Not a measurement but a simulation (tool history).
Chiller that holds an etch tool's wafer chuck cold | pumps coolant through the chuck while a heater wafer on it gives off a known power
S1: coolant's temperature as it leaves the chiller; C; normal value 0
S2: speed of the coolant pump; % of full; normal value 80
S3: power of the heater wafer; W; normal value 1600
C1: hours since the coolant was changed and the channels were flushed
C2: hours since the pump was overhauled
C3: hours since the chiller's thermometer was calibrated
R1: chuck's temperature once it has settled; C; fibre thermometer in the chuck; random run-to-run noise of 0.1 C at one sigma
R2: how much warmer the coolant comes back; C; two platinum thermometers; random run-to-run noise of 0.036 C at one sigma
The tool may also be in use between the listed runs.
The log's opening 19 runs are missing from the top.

run      day  S1  S2    S3    C1    C2    C3    R1    R2
 20   94.846  -8  72  1600  5017  6519   680   9.9  8.06
 21  100.162   0  64  1578  5144  6647   808  19.3  9.11
 22  107.921   0  73  1217  5330  6833   994  13.8  6.04
 23  113.438   0  73  1217  5463  6965  1126  13.5  6.06
 24  121.146   0  78  1566  5648  7150  1311  16.8  7.34
 25  126.383   0  78  1566  5773  7276  1437  16.9  7.33
 26  132.879  -3  75  1289  5929  7432  1593  11.4  6.31
 27  139.067   2  75  1039  6078  7580  1742  13.8  5.14
 28  145.458  -2  80  2001  6231  7734  1895  19.3  9.13
 29  153.212  -2  80  1600  6417  7920  2081  15.1  7.30
 30  160.992   2  80  1362  6604  8107  2268  16.8  6.24
 31  164.992   2  80  1362  6700  8203  2364  16.8  6.24
 32  172.733   2  80  1362  6886  8389  2550  16.6  6.29

Forecast each of these 4 alternatives for the next run:
  A  176.708   3  92  1766  6981  8484  2645   ?   ?
  B  176.708  -1  68  1947  6981  8484  2645   ?   ?
  C  176.708   1  71   802  6981  8484  2645   ?   ?
  D  176.708   0  99  1600  6981  8484  2645   ?   ?

run    R1     R2
  A  20.4   7.05
  B  22.9  10.75
  C  10.6   4.26
  D  15.0   5.87
Stripped of hidden state, with their random variation kept, the same runs would have yielded:
run    R1    R2
  A  17.4  6.14
  B  19.0  9.36
  C   8.9  3.72
  D  12.4  5.11

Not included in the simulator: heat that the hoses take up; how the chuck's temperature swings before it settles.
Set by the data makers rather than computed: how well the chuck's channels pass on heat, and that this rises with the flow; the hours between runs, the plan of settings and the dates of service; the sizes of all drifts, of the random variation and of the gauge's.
